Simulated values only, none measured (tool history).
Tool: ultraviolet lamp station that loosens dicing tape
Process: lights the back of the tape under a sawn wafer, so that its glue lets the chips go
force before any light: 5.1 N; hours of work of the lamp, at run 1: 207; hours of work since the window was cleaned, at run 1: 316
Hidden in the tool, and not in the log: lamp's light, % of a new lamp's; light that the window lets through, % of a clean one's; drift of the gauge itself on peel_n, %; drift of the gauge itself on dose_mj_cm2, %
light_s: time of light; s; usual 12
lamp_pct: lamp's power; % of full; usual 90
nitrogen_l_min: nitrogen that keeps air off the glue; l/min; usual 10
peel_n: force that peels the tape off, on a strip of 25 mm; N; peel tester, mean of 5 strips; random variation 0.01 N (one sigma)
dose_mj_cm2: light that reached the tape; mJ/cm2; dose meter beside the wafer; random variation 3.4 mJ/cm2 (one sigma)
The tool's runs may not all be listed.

run   hour  light_s  lamp_pct  nitrogen_l_min  hours of work of the lamp  hours of work since the window was cleaned  peel_n  dose_mj_cm2
  1      0       12        90              10                        207                                         316   0.644          466
  2   19.3       11        90              10                        216                                         325   0.758          419
  3   40.8        8        90              10                        225                                         334    1.26          308
        48  -- window cleaned of glue's vapour
  4     54       12        90               7                        231                                           3   0.898          451
  5   67.5       12        90               7                        237                                           9   0.868          445
  6   83.1       12        90               7                        243                                          15    0.84          446
  7   99.6       12        90              10                        251                                          23    0.66          431
  8  113.1       12        90               9                        257                                          29   0.729          439
     129.3  -- window cleaned of glue's vapour, once more
  9    131       12        90               9                        264                                           1   0.658          464
 10  151.1       12        90               9                        273                                          10     0.7          462
 11  161.7       12        90               9                        278                                          14   0.684          463
 12  181.2        6        79              13                        286                                          23   1.777          203
 13  195.1       12        90               5                        292                                          29   1.044          457
 14  213.7       15        71               8                        301                                          37    0.81          442
 15  224.8       15        90              10                        306                                          42   0.415          563
 16  245.3       12        73              12                        315                                          51   0.858          359
 17  260.4       13        97              10                        321                                          58   0.508          516
 18  277.9        9        97              10                        329                                          65   0.977          355
 19  287.5       10        67               7                        333                                          70   1.648          273
 20  302.7       12        69               7                        340                                          76   1.297          339
 21  313.5       12        69               7                        345                                          81   1.318          336
 22  330.6       12        71              13                        352                                          89   0.926          346

Some steps in peel_n between neighbouring runs. How much of each would the tool show without its hidden state too (settings, what came in, random variation), and how much is left for the hidden state, with any gauge scatter that isn't in both results?
Run 11 -> 12: light_s 12 -> 6, lamp_pct 90 -> 79, nitrogen_l_min 9 -> 13. peel_n +1.093 N: hidden state +0.125, all else +0.968.
Run 12 -> 13: light_s 6 -> 12, lamp_pct 79 -> 90, nitrogen_l_min 13 -> 5. peel_n -0.733 N: hidden state -0.05, all else -0.683.
Run 15 -> 16: light_s 15 -> 12, lamp_pct 90 -> 73, nitrogen_l_min 10 -> 12. peel_n +0.443 N: hidden state +0.119, all else +0.324.
